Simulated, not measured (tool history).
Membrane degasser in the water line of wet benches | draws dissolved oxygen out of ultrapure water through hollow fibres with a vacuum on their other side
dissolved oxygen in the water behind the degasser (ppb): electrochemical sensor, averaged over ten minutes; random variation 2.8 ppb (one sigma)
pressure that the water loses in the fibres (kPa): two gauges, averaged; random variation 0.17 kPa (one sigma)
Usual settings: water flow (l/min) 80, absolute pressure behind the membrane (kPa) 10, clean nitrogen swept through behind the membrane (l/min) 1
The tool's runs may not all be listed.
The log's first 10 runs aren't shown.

run,day,water flow (l/min),absolute pressure behind the membrane (kPa),clean nitrogen swept through behind the membrane (l/min),hours since the membrane was changed,hours since the vacuum gauge was calibrated,hours since the vacuum lines were made tight,dissolved oxygen in the water behind the degasser (ppb),pressure that the water loses in the fibres (kPa)
11,29.475,80,10,1,3739,6714,3242,892.2,29.28
12,31.704,80,10,1.76,3793,6768,3296,605.3,29.17
13,34.396,80,10,2.37,3858,6832,3360,485.7,29.31
14,38.342,80,10,2.37,3952,6927,3455,484.1,29.01
15,42.279,80,6.4,2.37,4047,7022,3549,252.8,29.02
# day 42.7: vacuum gauge calibrated
16,46.396,80,6.4,2.37,4145,89,3648,260.4,29
17,49.583,89,16.1,0.49,4222,165,3724,2394.6,32.4
18,53.796,89,8.2,0.69,4323,266,3825,941.3,32.72
19,56.021,89,8.2,0.69,4376,320,3879,936.6,32.62
20,58.096,108,7.8,0.45,4426,370,3929,1181.7,39.73
# day 58.821: vacuum gauge calibrated, once more
21,62.5,50,9.9,0.41,4531,88,4034,1060,18.19
22,65.792,101,10,0.43,4610,167,4113,1498.2,37.04
23,68.096,101,10,0.43,4665,223,4168,1486.4,36.94
24,71.583,54,10,1.88,4749,306,4252,395.6,19.84
25,74.621,54,8.4,1.88,4822,379,4325,307.6,19.6
26,77.246,54,11.7,2.8,4885,442,4388,352.7,19.87
27,81.308,54,15.1,0.54,4982,540,4485,1595.1,19.73
28,85.454,80,22.8,1.94,5082,639,4585,1393.9,29.32
29,87.433,70,6.4,1,5129,687,4632,380.7,25.62
30,90.829,70,6.4,1,5211,768,4714,379.4,25.69
31,92.758,75,6.4,0.93,5257,815,4760,421.2,27.55

3 ways to go on from here, each from the tool as it stands after run 31. What would each give?
A,94.758,80,10,1.12,5305,862,4808,?,?
B,94.758,101,19.2,2.5,5305,862,4808,?,?
C,94.758,75,6.4,2.9,5305,862,4808,?,?

run,dissolved oxygen in the water behind the degasser (ppb),pressure that the water loses in the fibres (kPa)
A,786.3,29.46
B,1164.5,36.93
C,179.4,27.46
Without the tool's hidden state the same runs would have given:
run,dissolved oxygen in the water behind the degasser (ppb),pressure that the water loses in the fibres (kPa)
A,783.7,28.41
B,1160.4,35.61
C,177.4,26.49
